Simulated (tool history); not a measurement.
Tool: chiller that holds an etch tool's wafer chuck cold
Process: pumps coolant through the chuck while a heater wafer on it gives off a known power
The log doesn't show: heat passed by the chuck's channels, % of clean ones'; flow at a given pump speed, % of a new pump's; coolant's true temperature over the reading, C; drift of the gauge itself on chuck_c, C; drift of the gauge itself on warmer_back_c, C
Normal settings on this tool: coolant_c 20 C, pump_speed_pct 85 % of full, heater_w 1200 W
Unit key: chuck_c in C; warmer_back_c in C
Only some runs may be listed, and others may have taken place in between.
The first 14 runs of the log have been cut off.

run    hour  coolant_c  pump_speed_pct  heater_w  hours since the coolant was changed and the channels were flushed  hours since the pump was overhauled  hours since the chiller's thermometer was calibrated  chuck_c  warmer_back_c
 15  1370.9         20              68      1200                                                               1894                                 2761                                                  1402     29.5           5.36
 16  1481.6         20              68      1200                                                               2005                                 2872                                                  1513     29.4           5.33
 17  1627.4         20              68      1200                                                               2150                                 3018                                                  1659     29.6           5.44
 18  1748.8         27              64      1200                                                               2272                                 3139                                                  1780     36.8           5.74
 19  1816.5         27              64      1200                                                               2339                                 3207                                                  1848     37.0           5.71
 20  1970.9         17              64      1200                                                               2494                                 3361                                                  2002     26.8           5.83
 21  2079.8         16              68      1089                                                               2603                                 3470                                                  2111     24.6           4.97
     2188.7  -- gauge calibrated
 22  2209.2         16              68      1089                                                               2732                                 3599                                                  2241     24.6           4.64
 23  2358.5         30              85      1625                                                               2881                                 3749                                                  2390     41.2           5.49
 24  2451.4         30              85      1625                                                               2974                                 3842                                                  2483     41.1           5.51
 25  2567.9         27              85       659                                                               3091                                 3958                                                  2599     31.4           2.28
 26  2682.0         27              85      1200                                                               3205                                 4072                                                  2713     35.2           4.17
 27  2772.5         27              79      1124                                                               3295                                 4163                                                  2804     34.9           4.15
 28  2903.7         27              79      1124                                                               3427                                 4294                                                  2935     35.0           4.21
 29  3056.4         12              88       846                                                               3579                                 4447                                                  3088     17.6           2.90
 30  3190.6         12              88       846                                                               3714                                 4581                                                  3222     17.5           2.91
 31  3319.1         12              76      1235                                                               3842                                 4709                                                  3351     21.1           4.94

Here are 3 independent what-if runs from the current tool condition. What would each one return?
  A  3406.3         25              85      1521                                                               3929                                 4797                                                  3438        ?              ?
  B  3406.3         15              77      1629                                                               3929                                 4797                                                  3438        ?              ?
  C  3406.3         22              69      1200                                                               3929                                 4797                                                  3438        ?              ?

run  chuck_c  warmer_back_c
  A     35.4           5.41
  B     26.8           6.31
  C     31.4           5.21
Had the tool no hidden state, the same runs would have come out as:
run  chuck_c  warmer_back_c
  A     35.4           5.18
  B     26.8           6.08
  C     31.4           4.98
